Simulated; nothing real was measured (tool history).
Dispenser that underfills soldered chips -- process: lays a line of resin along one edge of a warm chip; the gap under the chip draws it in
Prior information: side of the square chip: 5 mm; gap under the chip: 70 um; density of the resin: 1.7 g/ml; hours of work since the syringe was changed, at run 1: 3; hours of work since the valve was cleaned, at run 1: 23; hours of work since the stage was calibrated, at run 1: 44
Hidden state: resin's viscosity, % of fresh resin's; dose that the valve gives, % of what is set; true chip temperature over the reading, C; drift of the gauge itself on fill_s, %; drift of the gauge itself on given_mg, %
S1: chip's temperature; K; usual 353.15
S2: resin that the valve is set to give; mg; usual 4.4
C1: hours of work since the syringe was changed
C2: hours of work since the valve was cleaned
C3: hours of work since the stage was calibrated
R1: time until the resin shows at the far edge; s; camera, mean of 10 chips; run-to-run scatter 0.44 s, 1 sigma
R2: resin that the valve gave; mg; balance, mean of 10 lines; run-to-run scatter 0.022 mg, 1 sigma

run	day	S1	S2	C1	C2	C3	R1	R2
1	0	353.15	4.4	3	23	44	37.2	4.37
2	0.117	353.15	4.4	5	25	46	40.5	4.35
# day 0.3: new syringe of resin
3	0.346	353.15	4.4	1	29	50	33	4.4
4	0.621	356.15	4.4	6	34	55	36.4	4.35
# day 0.746: new syringe of resin
5	0.846	359.15	4.4	2	38	59	26.7	4.35
6	1.054	359.15	4.4	6	42	63	31.6	4.27
# day 1.188: new syringe of resin
7	1.283	353.15	4.4	2	46	67	34.8	4.31
8	1.4	362.15	4.4	4	48	70	26.5	4.29
9	1.579	353.15	4.4	7	52	73	43.8	4.32
# day 1.633: new syringe of resin
10	1.833	353.15	4.4	4	56	77	37.3	4.27
# day 2.092: new syringe of resin
11	2.117	353.15	4.4	0	61	82	31.6	4.23
12	2.279	353.15	4.4	3	64	85	37.3	4.3
# day 2.533: new syringe of resin
13	2.542	367.15	5.39	0	69	90	18.1	5.23
14	2.812	367.15	5.39	5	74	95	21.9	5.21
# day 2.988: new syringe of resin
15	3	367.15	5.39	0	78	99	18.1	5.18
16	3.138	347.15	3.85	3	80	101	48	3.71
17	3.308	341.15	4.4	6	83	104	70.1	4.26
# day 3.442: new syringe of resin
18	3.462	350.15	4.39	0	86	107	36.3	4.28
19	3.696	339.15	4.32	5	90	111	69.8	4.18
20	3.833	347.15	3.72	7	93	114	57.8	3.61
# day 3.9: new syringe of resin
21	3.962	367.15	3.83	1	95	116	19.1	3.65
22	4.212	354.15	5.2	6	100	121	37.6	4.95
# day 4.338: new syringe of resin
23	4.35	357.15	5.29	0	102	123	26.1	5.05

Alternative continuations, all from the tool just after run 23; predict every row:
A	4.471	358.15	4.52	2	104	125	?	?
B	4.471	354.15	5.39	2	104	125	?	?
C	4.471	361.15	5.29	2	104	125	?	?
D	4.471	353.15	4.8	2	104	125	?	?
E	4.471	353.15	4.64	2	104	125	?	?

run	R1	R2
A	28.5	4.34
B	33.8	5.14
C	24.6	5.01
D	34.5	4.54
E	34.8	4.39
Without the tool's hidden state the same runs would have given:
run	R1	R2
A	26.2	4.54
B	31.3	5.37
C	22.7	5.24
D	31.8	4.75
E	32	4.59

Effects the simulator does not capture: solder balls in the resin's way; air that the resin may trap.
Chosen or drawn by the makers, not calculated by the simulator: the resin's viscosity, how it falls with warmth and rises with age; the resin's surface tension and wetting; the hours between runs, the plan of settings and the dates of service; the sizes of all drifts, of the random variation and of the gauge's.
